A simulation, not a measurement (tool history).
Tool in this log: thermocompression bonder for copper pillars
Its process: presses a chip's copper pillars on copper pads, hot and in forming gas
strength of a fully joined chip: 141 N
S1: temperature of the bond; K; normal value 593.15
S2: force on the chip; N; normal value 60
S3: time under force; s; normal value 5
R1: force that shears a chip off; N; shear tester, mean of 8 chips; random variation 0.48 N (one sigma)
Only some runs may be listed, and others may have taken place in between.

| run | day | S1 | S2 | S3 | R1 |
|---|---|---|---|---|---|
| 1 | 0 | 593.15 | 60 | 5 | 97.9 |
| 2 | 1.471 | 593.15 | 60 | 5 | 97.9 |
| 3 | 2.579 | 593.15 | 60 | 5 | 97.9 |
| 4 | 3.617 | 593.15 | 68 | 5 | 106.3 |
| 5 | 5.342 | 593.15 | 63 | 5 | 100.8 |
| 6 | 6.529 | 593.15 | 63 | 9 | 115.2 |
| 7 | 8.296 | 593.15 | 76 | 5 | 113.2 |
| 8 | 9.75 | 593.15 | 60 | 5 | 98.7 |
| 9 | 11.1 | 566.15 | 60 | 5 | 78.6 |
| 10 | 11.862 | 566.15 | 60 | 5 | 77.9 |
| 11 | 12.95 | 566.15 | 60 | 3 | 66 |
| 12 | 13.95 | 566.15 | 60 | 3 | 65.5 |
| 13 | 14.983 | 593.15 | 60 | 5 | 98.8 |
| 14 | 16.129 | 593.15 | 60 | 5 | 98.1 |
| 15 | 16.946 | 593.15 | 60 | 5 | 98.7 |
| 16 | 18.446 | 593.15 | 60 | 5 | 98.5 |
| 17 | 19.525 | 593.15 | 60 | 12 | 118.4 |
|  | 19.683 | forming gas filter changed |
| 18 | 20.779 | 593.15 | 60 | 5 | 98 |
| 19 | 22.221 | 593.15 | 60 | 4 | 92.4 |
| 20 | 22.958 | 564.15 | 60 | 5 | 76.4 |
| 21 | 24.358 | 611.15 | 39 | 5 | 80.3 |
| 22 | 25.354 | 611.15 | 39 | 5 | 80.2 |
| 23 | 26.867 | 591.15 | 50 | 3 | 71.4 |
| 24 | 28.521 | 591.15 | 66 | 13 | 124.9 |
|  | 28.742 | force cell calibrated |
| 25 | 30.062 | 591.15 | 69 | 7 | 114.5 |
| 26 | 31.812 | 616.15 | 69 | 3 | 109.7 |
| 27 | 33.362 | 616.15 | 60 | 6 | 116.1 |
| 28 | 34.838 | 616.15 | 60 | 6 | 117.3 |
| 29 | 36.425 | 602.15 | 37 | 10 | 88.8 |
| 30 | 37.779 | 566.15 | 50 | 11 | 85.7 |
| 31 | 39.204 | 566.15 | 50 | 11 | 86 |
| 32 | 40.975 | 571.15 | 60 | 14 | 108.7 |
| 33 | 41.854 | 571.15 | 60 | 14 | 108.2 |
| 34 | 42.958 | 577.15 | 67 | 9 | 109.2 |
| 35 | 43.975 | 604.15 | 64 | 6 | 113.8 |
| 36 | 44.704 | 609.15 | 47 | 3 | 79 |
| 37 | 46.321 | 594.15 | 80 | 4 | 111.7 |
|  | 46.471 | forming gas filter changed |
| 38 | 48.117 | 594.15 | 56 | 15 | 120.1 |
| 39 | 49.05 | 605.15 | 60 | 7 | 114.2 |
| 40 | 50.529 | 605.15 | 60 | 7 | 114.8 |

Measured less the same run without the tool's hidden state. The same run-to-run variation is in both; the gauge's scatter may not be:
What the log doesn't record here: true temperature of the bond over the reading, C; force that reaches the chip, % of what is set; oxide that the forming gas leaves, % of the face; drift of the gauge itself on shear_n, %.
| run | R1 |
|---|---|
| 1 | -0.1 |
| 2 | -0.2 |
| 3 | -0.2 |
| 4 | -0.2 |
| 5 | -0.2 |
| 6 | -0.3 |
| 7 | -0.3 |
| 8 | -0.3 |
| 9 | -0.2 |
| 10 | -0.2 |
| 11 | -0.1 |
| 12 | -0.2 |
| 13 | -0.3 |
| 14 | -0.3 |
| 15 | -0.3 |
| 16 | -0.3 |
| 17 | -0.5 |
| 18 | -0.1 |
| 19 | +0 |
| 20 | +0 |
| 21 | -0.1 |
| 22 | -0.1 |
| 23 | -0.1 |
| 24 | -0.2 |
| 25 | +0 |
| 26 | -0.1 |
| 27 | -0.1 |
| 28 | +0 |
| 29 | +0 |
| 30 | +0 |
| 31 | +0 |
| 32 | -0.1 |
| 33 | -0.1 |
| 34 | -0.1 |
| 35 | -0.2 |
| 36 | -0.1 |
| 37 | -0.2 |
| 38 | +0.1 |
| 39 | +0.1 |
| 40 | +0.1 |
